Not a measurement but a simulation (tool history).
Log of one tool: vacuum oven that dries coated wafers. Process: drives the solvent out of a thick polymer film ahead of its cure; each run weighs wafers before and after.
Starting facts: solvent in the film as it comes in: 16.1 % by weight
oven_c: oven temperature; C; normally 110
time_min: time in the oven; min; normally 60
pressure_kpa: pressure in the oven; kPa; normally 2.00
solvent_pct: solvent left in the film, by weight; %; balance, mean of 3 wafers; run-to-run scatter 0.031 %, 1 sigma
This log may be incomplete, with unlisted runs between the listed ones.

run	day	oven_c	time_min	pressure_kpa	solvent_pct
1	0.000	110	60	2.00	2.85
2	3.408	104	60	2.00	4.13
3	7.433	104	60	2.00	4.06
4	11.579	104	60	2.00	4.09
5	15.238	104	60	2.00	4.16
6	18.617	104	60	2.00	4.13
7	21.354	104	60	2.00	4.11
8	24.208	104	60	2.00	4.11
9	26.838	104	60	2.00	4.12
10	29.208	104	60	2.00	4.14
11	32.575	104	60	2.00	4.09
12	35.992	110	60	2.00	2.84
13	39.688	123	60	2.00	1.75
14	43.917	123	60	2.00	1.74
# day 44.262: vacuum gauge cleaned of residue and calibrated
15	46.683	123	60	2.00	2.04
16	50.921	123	60	2.00	2.08
17	53.575	110	60	2.00	3.37
18	56.729	110	60	2.00	3.36
# day 58.038: vacuum gauge cleaned of residue and calibrated, once more
19	58.796	110	60	2.00	2.19
20	61.512	110	83	2.00	1.99
21	66.046	110	83	2.00	1.95
22	67.971	110	60	3.60	3.65
23	70.592	110	60	3.60	3.68
24	73.683	99	49	4.48	7.98
25	77.004	110	86	2.00	2.01
26	79.392	110	86	2.00	2.03
27	82.517	110	86	2.00	2.00
28	85.383	109	79	2.24	2.36
29	87.471	121	34	2.00	1.52
30	91.762	118	60	1.20	0.98
31	94.767	118	60	1.20	1.02
# day 95.912: oven's thermocouples calibrated
32	97.000	123	60	1.20	0.97
33	100.429	123	60	1.20	1.01
34	103.717	116	60	2.66	2.51
35	108.333	105	44	7.64	10.45
36	110.546	108	37	3.52	5.86
37	115.238	108	37	3.52	5.86
38	117.221	107	90	1.72	2.49
39	120.704	113	43	7.05	7.17
40	125.250	113	43	7.05	7.07
41	128.600	113	43	7.05	7.21
42	131.888	113	43	7.05	7.08
43	134.775	102	43	1.16	4.83
44	138.312	102	43	1.16	4.73
45	142.371	107	89	2.51	3.37
46	144.912	124	81	2.51	1.90

5 options for the next run, each taken on its own from the tool as it stands now. Forecast them:
A	148.392	101	33	6.85	?
B	148.392	108	60	2.00	?
C	148.392	116	95	4.03	?
D	148.392	96	66	2.00	?
E	148.392	107	81	2.51	?

run	solvent_pct
A	11.45
B	3.13
C	3.61
D	6.18
E	3.46
Without the tool's hidden state the same runs would have given:
run	solvent_pct
A	11.54
B	2.94
C	3.41
D	6.08
E	3.20

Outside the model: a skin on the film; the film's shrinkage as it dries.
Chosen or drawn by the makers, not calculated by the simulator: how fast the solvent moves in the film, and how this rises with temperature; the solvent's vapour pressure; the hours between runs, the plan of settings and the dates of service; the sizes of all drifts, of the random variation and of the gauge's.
